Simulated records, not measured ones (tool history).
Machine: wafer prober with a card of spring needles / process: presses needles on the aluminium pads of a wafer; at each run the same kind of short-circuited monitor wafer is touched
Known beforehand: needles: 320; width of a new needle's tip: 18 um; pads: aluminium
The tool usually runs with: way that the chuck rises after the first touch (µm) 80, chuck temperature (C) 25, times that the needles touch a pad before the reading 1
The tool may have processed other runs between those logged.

run	hour	way that the chuck rises after the first touch (µm)	chuck temperature (C)	times that the needles touch a pad before the reading	resistance of one needle with its contact and lead (mohm)	way that a needle slides on the pad (µm)
1	0	80	25	1	222	21.38
2	9.4	80	25	1	220	21.38
# hour 10.9: tips cleaned on abrasive film
3	20.3	80	25	1	222	21.32
# hour 23.4: tips cleaned on abrasive film
4	30.2	80	25	1	222	21.4
# hour 36.4: tips cleaned on abrasive film
5	38.7	80	25	1	222	21.4
6	43.8	80	25	1	222	21.42
# hour 48.9: tips cleaned on abrasive film
7	50.7	80	25	1	218	21.42
8	60.1	80	25	1	222	21.42
# hour 61.8: tips cleaned on abrasive film
9	66.9	80	25	1	223	21.44
10	72.8	84	102	1	233	22.49
# hour 74.9: tips cleaned on abrasive film
11	80.2	81	67	1	230	21.77
12	84.7	61	67	1	234	16.38
# hour 87.9: tips cleaned on abrasive film
13	90.1	80	25	3	221	21.52
14	96.6	80	25	3	225	21.47
# hour 100.5: tips cleaned on abrasive film
# hour 104.2: height of the first contact set anew
15	105.2	84	25	2	222	22.62
# hour 114.1: tips cleaned on abrasive film
16	114.8	84	25	2	220	22.64
17	125.3	80	117	2	241	21.56

Consider 4 possible next runs. They are alternatives, not a sequence: every one starts from the tool as it was left by run 17. What does each give?
# hour 127.2: tips cleaned on abrasive film
A	132.3	76	117	2	?	?
# hour 127.2: tips cleaned on abrasive film
B	132.3	76	93	2	?	?
# hour 127.2: tips cleaned on abrasive film
C	132.3	83	117	2	?	?
# hour 127.2: tips cleaned on abrasive film
D	132.3	62	117	1	?	?

run	resistance of one needle with its contact and lead (mohm)	way that a needle slides on the pad (µm)
A	243	20.49
B	238	20.43
C	240	22.34
D	247	16.68
With no hidden state in the tool, these same runs would have given:
run	resistance of one needle with its contact and lead (mohm)	way that a needle slides on the pad (µm)
A	243	20.32
B	237	20.26
C	240	22.14
D	246	16.53
